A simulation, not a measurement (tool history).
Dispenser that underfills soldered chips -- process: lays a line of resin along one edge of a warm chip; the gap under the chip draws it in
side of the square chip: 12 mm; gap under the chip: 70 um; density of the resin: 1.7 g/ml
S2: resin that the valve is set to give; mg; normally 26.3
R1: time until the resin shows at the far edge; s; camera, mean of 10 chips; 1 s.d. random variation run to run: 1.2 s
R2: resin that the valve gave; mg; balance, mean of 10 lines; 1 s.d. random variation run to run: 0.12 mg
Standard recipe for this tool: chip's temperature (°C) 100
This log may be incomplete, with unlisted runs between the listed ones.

{"run": 1, "hour": 0.0, "chip's temperature (°C)": 100, "S2": 26.3, "R1": 118.5, "R2": 26.07}
{"hour": 6.8, "done": "new syringe of resin"}
{"run": 2, "hour": 12.5, "chip's temperature (°C)": 100, "S2": 26.3, "R1": 162.1, "R2": 25.46}
{"hour": 14.9, "done": "new syringe of resin"}
{"hour": 22.6, "done": "new syringe of resin"}
{"run": 3, "hour": 24.9, "chip's temperature (°C)": 100, "S2": 26.3, "R1": 128.0, "R2": 25.47}
{"hour": 30.7, "done": "new syringe of resin"}
{"run": 4, "hour": 31.5, "chip's temperature (°C)": 100, "S2": 26.3, "R1": 115.7, "R2": 25.52}
{"run": 5, "hour": 37.5, "chip's temperature (°C)": 99, "S2": 26.3, "R1": 172.2, "R2": 25.27}
{"hour": 38.5, "done": "new syringe of resin"}
{"hour": 46.6, "done": "new syringe of resin"}
{"run": 6, "hour": 49.5, "chip's temperature (°C)": 99, "S2": 26.3, "R1": 140.0, "R2": 24.85}
{"hour": 54.9, "done": "new syringe of resin"}
{"run": 7, "hour": 61.9, "chip's temperature (°C)": 100, "S2": 30.9, "R1": 166.0, "R2": 28.99}
{"hour": 62.9, "done": "new syringe of resin"}
{"run": 8, "hour": 69.3, "chip's temperature (°C)": 100, "S2": 32.4, "R1": 159.4, "R2": 30.3}
{"hour": 71.2, "done": "new syringe of resin"}
{"hour": 79.1, "done": "new syringe of resin"}
{"run": 9, "hour": 81.0, "chip's temperature (°C)": 100, "S2": 26.3, "R1": 125.6, "R2": 24.3}
{"hour": 86.9, "done": "new syringe of resin"}
{"run": 10, "hour": 92.6, "chip's temperature (°C)": 100, "S2": 26.3, "R1": 156.4, "R2": 24.29}
{"hour": 94.8, "done": "new syringe of resin"}
{"hour": 103.1, "done": "new syringe of resin"}
{"run": 11, "hour": 103.9, "chip's temperature (°C)": 100, "S2": 26.3, "R1": 111.2, "R2": 23.99}
{"hour": 111.0, "done": "new syringe of resin"}
{"run": 12, "hour": 114.2, "chip's temperature (°C)": 100, "S2": 31.9, "R1": 134.9, "R2": 28.69}
{"hour": 118.7, "done": "new syringe of resin"}
{"hour": 126.6, "done": "new syringe of resin"}
{"run": 13, "hour": 127.3, "chip's temperature (°C)": 100, "S2": 31.9, "R1": 110.4, "R2": 28.5}
{"hour": 134.8, "done": "new syringe of resin"}
{"run": 14, "hour": 135.1, "chip's temperature (°C)": 100, "S2": 26.3, "R1": 113.5, "R2": 23.47}
{"hour": 142.3, "done": "new syringe of resin"}
{"run": 15, "hour": 142.3, "chip's temperature (°C)": 100, "S2": 26.3, "R1": 111.8, "R2": 23.05}
{"hour": 150.2, "done": "new syringe of resin"}
{"run": 16, "hour": 155.1, "chip's temperature (°C)": 100, "S2": 26.3, "R1": 155.2, "R2": 22.98}
{"hour": 158.0, "done": "new syringe of resin"}
{"run": 17, "hour": 161.4, "chip's temperature (°C)": 100, "S2": 23.5, "R1": 143.5, "R2": 20.49}
{"hour": 165.6, "done": "new syringe of resin"}
{"hour": 168.9, "done": "dispensing valve cleaned and set on the balance"}
{"run": 18, "hour": 172.2, "chip's temperature (°C)": 98, "S2": 23.7, "R1": 173.4, "R2": 23.63}
{"hour": 175.3, "done": "new syringe of resin"}
{"run": 19, "hour": 180.2, "chip's temperature (°C)": 113, "S2": 33.0, "R1": 97.3, "R2": 32.71}
{"hour": 183.3, "done": "new syringe of resin"}
{"run": 20, "hour": 188.5, "chip's temperature (°C)": 90, "S2": 24.9, "R1": 219.4, "R2": 24.49}
{"hour": 191.3, "done": "new syringe of resin"}
{"hour": 199.4, "done": "new syringe of resin"}
{"run": 21, "hour": 201.0, "chip's temperature (°C)": 90, "S2": 24.9, "R1": 171.0, "R2": 24.3}
{"hour": 207.5, "done": "new syringe of resin"}
{"hour": 213.1, "done": "stage's temperature calibrated"}
{"run": 22, "hour": 213.1, "chip's temperature (°C)": 90, "S2": 24.9, "R1": 217.4, "R2": 24.2}
{"hour": 216.3, "done": "new syringe of resin"}
{"hour": 224.1, "done": "new syringe of resin"}
{"run": 23, "hour": 225.7, "chip's temperature (°C)": 110, "S2": 32.7, "R1": 90.9, "R2": 31.37}
{"hour": 231.7, "done": "new syringe of resin"}
{"run": 24, "hour": 234.3, "chip's temperature (°C)": 90, "S2": 26.3, "R1": 194.5, "R2": 25.1}
{"hour": 240.1, "done": "new syringe of resin"}
{"run": 25, "hour": 245.3, "chip's temperature (°C)": 90, "S2": 23.0, "R1": 236.3, "R2": 21.77}
{"hour": 248.3, "done": "new syringe of resin"}
{"run": 26, "hour": 254.4, "chip's temperature (°C)": 113, "S2": 22.9, "R1": 115.3, "R2": 21.52}
{"hour": 256.6, "done": "new syringe of resin"}
{"run": 27, "hour": 260.0, "chip's temperature (°C)": 86, "S2": 28.6, "R1": 232.5, "R2": 26.69}
{"hour": 264.5, "done": "new syringe of resin"}
{"run": 28, "hour": 270.3, "chip's temperature (°C)": 89, "S2": 24.0, "R1": 245.9, "R2": 22.08}
{"hour": 272.5, "done": "new syringe of resin"}
{"hour": 280.8, "done": "new syringe of resin"}
{"run": 29, "hour": 281.4, "chip's temperature (°C)": 89, "S2": 24.0, "R1": 183.0, "R2": 21.98}
{"hour": 288.8, "done": "new syringe of resin"}
{"run": 30, "hour": 291.6, "chip's temperature (°C)": 92, "S2": 25.3, "R1": 186.3, "R2": 23.04}
{"hour": 297.4, "done": "new syringe of resin"}
{"run": 31, "hour": 301.4, "chip's temperature (°C)": 114, "S2": 26.3, "R1": 93.7, "R2": 23.55}
{"hour": 305.3, "done": "new syringe of resin"}
{"run": 32, "hour": 310.2, "chip's temperature (°C)": 89, "S2": 23.0, "R1": 237.7, "R2": 20.63}
{"hour": 313.1, "done": "new syringe of resin"}
{"hour": 321.3, "done": "new syringe of resin"}
{"run": 33, "hour": 322.7, "chip's temperature (°C)": 100, "S2": 22.5, "R1": 133.2, "R2": 19.98}
{"hour": 329.0, "done": "new syringe of resin"}
{"run": 34, "hour": 329.0, "chip's temperature (°C)": 98, "S2": 27.2, "R1": 126.4, "R2": 23.87}

Each row is a separate what-if for the run after 34, all from the same tool condition, not one after another. Results?
{"hour": 337.3, "done": "new syringe of resin"}
{"run": "A", "hour": 338.1, "chip's temperature (°C)": 90, "S2": 26.3, "R1": "?", "R2": "?"}
{"hour": 337.3, "done": "new syringe of resin"}
{"run": "B", "hour": 338.1, "chip's temperature (°C)": 102, "S2": 33.2, "R1": "?", "R2": "?"}
{"hour": 337.3, "done": "new syringe of resin"}
{"run": "C", "hour": 338.1, "chip's temperature (°C)": 94, "S2": 31.2, "R1": "?", "R2": "?"}

run=A R1=174.6 R2=23.13
run=B R1=111.8 R2=28.98
run=C R1=145.0 R2=27.40
Had the tool no hidden state, the same runs would have come out as:
run=A R1=164.1 R2=26.39
run=B R1=106.9 R2=33.06
run=C R1=138.4 R2=31.26
